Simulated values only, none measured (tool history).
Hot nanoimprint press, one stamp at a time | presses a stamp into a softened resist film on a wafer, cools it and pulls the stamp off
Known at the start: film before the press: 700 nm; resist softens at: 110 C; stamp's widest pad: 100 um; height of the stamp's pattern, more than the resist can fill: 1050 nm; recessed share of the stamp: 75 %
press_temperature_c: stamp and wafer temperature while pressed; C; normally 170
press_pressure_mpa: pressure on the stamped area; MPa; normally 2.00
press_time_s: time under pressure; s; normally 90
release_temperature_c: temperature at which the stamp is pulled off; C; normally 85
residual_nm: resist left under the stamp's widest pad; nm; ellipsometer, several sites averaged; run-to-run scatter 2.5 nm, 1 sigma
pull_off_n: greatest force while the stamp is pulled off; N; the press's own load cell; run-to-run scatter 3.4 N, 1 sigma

run 1 day=0.000 | press_temperature_c=170 press_pressure_mpa=2.00 press_time_s=90 release_temperature_c=85 | residual_nm=415.7 pull_off_n=165
run 2 day=1.062 | press_temperature_c=162 press_pressure_mpa=2.00 press_time_s=90 release_temperature_c=85 | residual_nm=559.4 pull_off_n=174
run 3 day=1.875 | press_temperature_c=166 press_pressure_mpa=2.00 press_time_s=90 release_temperature_c=85 | residual_nm=491.7 pull_off_n=184
run 4 day=3.262 | press_temperature_c=178 press_pressure_mpa=2.00 press_time_s=90 release_temperature_c=85 | residual_nm=281.9 pull_off_n=182
run 5 day=3.954 | press_temperature_c=170 press_pressure_mpa=2.00 press_time_s=90 release_temperature_c=85 | residual_nm=415.4 pull_off_n=191
run 6 day=5.396 | press_temperature_c=170 press_pressure_mpa=2.00 press_time_s=90 release_temperature_c=85 | residual_nm=418.6 pull_off_n=193
run 7 day=6.800 | press_temperature_c=170 press_pressure_mpa=1.81 press_time_s=90 release_temperature_c=85 | residual_nm=438.4 pull_off_n=211
run 8 day=8.121 | press_temperature_c=170 press_pressure_mpa=1.29 press_time_s=90 release_temperature_c=85 | residual_nm=507.3 pull_off_n=224
run 9 day=9.542 | press_temperature_c=170 press_pressure_mpa=1.29 press_time_s=90 release_temperature_c=85 | residual_nm=509.5 pull_off_n=236
run 10 day=10.196 | press_temperature_c=170 press_pressure_mpa=2.00 press_time_s=90 release_temperature_c=85 | residual_nm=424.0 pull_off_n=238
-- day=10.779 stamp cleaned and given a new release coat
run 11 day=11.467 | press_temperature_c=170 press_pressure_mpa=2.00 press_time_s=61 release_temperature_c=76 | residual_nm=471.5 pull_off_n=177
run 12 day=12.933 | press_temperature_c=170 press_pressure_mpa=2.00 press_time_s=61 release_temperature_c=76 | residual_nm=473.0 pull_off_n=188
run 13 day=13.671 | press_temperature_c=181 press_pressure_mpa=2.97 press_time_s=90 release_temperature_c=85 | residual_nm=201.9 pull_off_n=187
run 14 day=14.875 | press_temperature_c=170 press_pressure_mpa=2.81 press_time_s=90 release_temperature_c=85 | residual_nm=362.4 pull_off_n=193
run 15 day=15.596 | press_temperature_c=170 press_pressure_mpa=2.00 press_time_s=142 release_temperature_c=80 | residual_nm=379.8 pull_off_n=203
run 16 day=16.571 | press_temperature_c=170 press_pressure_mpa=2.00 press_time_s=142 release_temperature_c=80 | residual_nm=379.7 pull_off_n=221
run 17 day=17.375 | press_temperature_c=161 press_pressure_mpa=2.00 press_time_s=60 release_temperature_c=85 | residual_nm=619.6 pull_off_n=208
run 18 day=18.462 | press_temperature_c=166 press_pressure_mpa=1.35 press_time_s=75 release_temperature_c=70 | residual_nm=595.5 pull_off_n=249
run 19 day=19.225 | press_temperature_c=166 press_pressure_mpa=2.19 press_time_s=57 release_temperature_c=87 | residual_nm=541.3 pull_off_n=229

5 options for the next run, each taken on its own from the tool as it stands now. Forecast them:
run A day=20.683 | press_temperature_c=175 press_pressure_mpa=2.19 press_time_s=132 release_temperature_c=87 | residual_nm=? pull_off_n=?
run B day=20.683 | press_temperature_c=171 press_pressure_mpa=1.61 press_time_s=90 release_temperature_c=92 | residual_nm=? pull_off_n=?
run C day=20.683 | press_temperature_c=168 press_pressure_mpa=2.19 press_time_s=114 release_temperature_c=87 | residual_nm=? pull_off_n=?
run D day=20.683 | press_temperature_c=180 press_pressure_mpa=2.19 press_time_s=57 release_temperature_c=72 | residual_nm=? pull_off_n=?
run E day=20.683 | press_temperature_c=179 press_pressure_mpa=1.76 press_time_s=139 release_temperature_c=85 | residual_nm=? pull_off_n=?

run=A residual_nm=294.3 pull_off_n=237
run=B residual_nm=462.1 pull_off_n=216
run=C residual_nm=431.9 pull_off_n=232
run=D residual_nm=301.4 pull_off_n=268
run=E residual_nm=267.5 pull_off_n=239
Without the tool's hidden state the same runs would have given:
run=A residual_nm=268.5 pull_off_n=162
run=B residual_nm=429.6 pull_off_n=148
run=C residual_nm=396.9 pull_off_n=159
run=D residual_nm=276.8 pull_off_n=184
run=E residual_nm=245.4 pull_off_n=164

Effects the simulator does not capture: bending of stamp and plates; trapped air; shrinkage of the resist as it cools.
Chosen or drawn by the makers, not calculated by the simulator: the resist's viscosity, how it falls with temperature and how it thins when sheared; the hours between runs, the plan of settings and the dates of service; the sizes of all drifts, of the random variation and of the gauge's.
